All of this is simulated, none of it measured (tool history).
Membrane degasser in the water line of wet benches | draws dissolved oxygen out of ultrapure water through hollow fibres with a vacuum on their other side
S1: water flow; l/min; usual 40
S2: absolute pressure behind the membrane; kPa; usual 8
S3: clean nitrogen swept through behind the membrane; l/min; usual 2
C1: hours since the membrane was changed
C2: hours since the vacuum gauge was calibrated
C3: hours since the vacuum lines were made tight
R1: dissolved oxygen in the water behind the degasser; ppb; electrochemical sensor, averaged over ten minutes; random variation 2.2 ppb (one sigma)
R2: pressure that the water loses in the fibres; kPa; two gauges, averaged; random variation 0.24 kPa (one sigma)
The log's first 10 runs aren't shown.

| run | hour | S1 | S2 | S3 | C1 | C2 | C3 | R1 | R2 |
|---|---|---|---|---|---|---|---|---|---|
| 11 | 903.9 | 40 | 11.43 | 2 | 1881 | 3221 | 904 | 374.5 | 61.64 |
|  | 912 | vacuum gauge calibrated |
| 12 | 954.9 | 40 | 11.43 | 2 | 1931 | 43 | 954 | 390.3 | 61.44 |
| 13 | 1060.9 | 40 | 11.43 | 2 | 2037 | 149 | 1060 | 391.1 | 62.03 |
| 14 | 1135.9 | 40 | 8 | 4.93 | 2112 | 224 | 1135 | 119.3 | 61.47 |
| 15 | 1206 | 40 | 8 | 4.93 | 2182 | 294 | 1205 | 116.1 | 61.99 |
| 16 | 1311.7 | 40 | 8 | 1.89 | 2288 | 400 | 1311 | 260.3 | 61.27 |
| 17 | 1408.3 | 27 | 8 | 3.46 | 2385 | 496 | 1408 | 104.1 | 41.6 |
|  | 1523.2 | vacuum gauge calibrated, once more |
| 18 | 1531.7 | 27 | 8 | 3.46 | 2508 | 8 | 1531 | 91.3 | 41.67 |
| 19 | 1632.9 | 28 | 9.35 | 5.65 | 2609 | 110 | 1632 | 79.2 | 43.22 |
| 20 | 1736.3 | 37 | 11.83 | 0.9 | 2712 | 213 | 1735 | 663.2 | 57.21 |
| 21 | 1855.4 | 43 | 10.17 | 2.49 | 2831 | 332 | 1854 | 279.9 | 65.97 |
| 22 | 1945.6 | 33 | 18.18 | 1.21 | 2922 | 422 | 1945 | 800.9 | 51.04 |
| 23 | 2041.1 | 58 | 8 | 4.81 | 3017 | 518 | 2040 | 175.2 | 90.33 |
| 24 | 2100.3 | 58 | 8 | 4.81 | 3076 | 577 | 2099 | 173.9 | 89.93 |
| 25 | 2160.3 | 43 | 15.76 | 1.07 | 3136 | 637 | 2159 | 938.8 | 66.7 |
| 26 | 2226.1 | 59 | 8.85 | 2.28 | 3202 | 703 | 2225 | 343.9 | 91.13 |
| 27 | 2306.1 | 59 | 8.85 | 2.28 | 3282 | 783 | 2305 | 347.3 | 91.42 |
| 28 | 2378.1 | 50 | 5.65 | 2 | 3354 | 855 | 2377 | 163.5 | 77.66 |
| 29 | 2433.6 | 50 | 5.65 | 2 | 3410 | 910 | 2433 | 158.8 | 77.61 |
| 30 | 2486.1 | 59 | 8 | 4.22 | 3462 | 963 | 2485 | 193.2 | 91.48 |
| 31 | 2541.2 | 59 | 8 | 4.22 | 3517 | 1018 | 2540 | 195.1 | 91.88 |
| 32 | 2640.5 | 47 | 8 | 4.22 | 3617 | 1117 | 2639 | 151.7 | 72.97 |

Forecast each of these 3 alternatives for the next run:
| A | 2707 | 38 | 8.79 | 4.75 | 3683 | 1184 | 2706 | ? | ? |
| B | 2707 | 26 | 5.33 | 1.66 | 3683 | 1184 | 2706 | ? | ? |
| C | 2707 | 34 | 8 | 4.22 | 3683 | 1184 | 2706 | ? | ? |

| run | R1 | R2 |
|---|---|---|
| A | 120.9 | 59.1 |
| B | 82.7 | 40.45 |
| C | 102.5 | 52.83 |
Without the tool's hidden state the same runs would have given:
| run | R1 | R2 |
|---|---|---|
| A | 117.3 | 57.65 |
| B | 79.1 | 39.46 |
| C | 99.4 | 51.53 |
